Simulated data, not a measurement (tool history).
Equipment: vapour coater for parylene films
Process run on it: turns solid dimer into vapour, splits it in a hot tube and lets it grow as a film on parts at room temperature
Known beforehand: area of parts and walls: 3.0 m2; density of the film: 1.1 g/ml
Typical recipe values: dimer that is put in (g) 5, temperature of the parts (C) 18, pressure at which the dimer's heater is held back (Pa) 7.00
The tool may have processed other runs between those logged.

run   hour  dimer that is put in (g)  temperature of the parts (C)  pressure at which the dimer's heater is held back (Pa)  thickness of the film (um)
  1    0.0                         5                            18                                                    7.00                       0.736
  2   27.5                         5                            19                                                    7.00                       0.712
  3   41.7                         5                            19                                                    7.00                       0.712
  4   75.3                         5                            19                                                    7.00                       0.691
  5  104.4                         5                            19                                                    7.00                       0.713
  6  137.7                         5                            18                                                    3.61                       0.779
  7  159.5                         7                            18                                                    7.00                       1.004
  8  188.5                         5                            18                                                    7.00                       0.728
  9  219.1                         5                            18                                                    7.00                       0.704
 10  233.8                         5                            18                                                    7.00                       0.732
 11  264.7                         5                            18                                                    7.00                       0.722
 12  290.6                         5                            18                                                    4.93                       0.752
 13  320.2                         5                            18                                                    4.93                       0.737
 14  350.0                         5                            18                                                    4.93                       0.731
 15  375.4                         5                            18                                                    4.93                       0.739
 16  401.4                         5                            18                                                    2.29                       0.805
 17  428.4                         6                            10                                                    5.26                       1.045
 18  455.5                         5                            13                                                    7.00                       0.784

Run 19 comes next. What will it give?
 19  479.5                         5                            28                                                    7.00                           ?

Run 19 yielded thickness of the film (um) 0.546.
The same run, on a tool lacking any hidden state, would have yielded thickness of the film (um) 0.572.
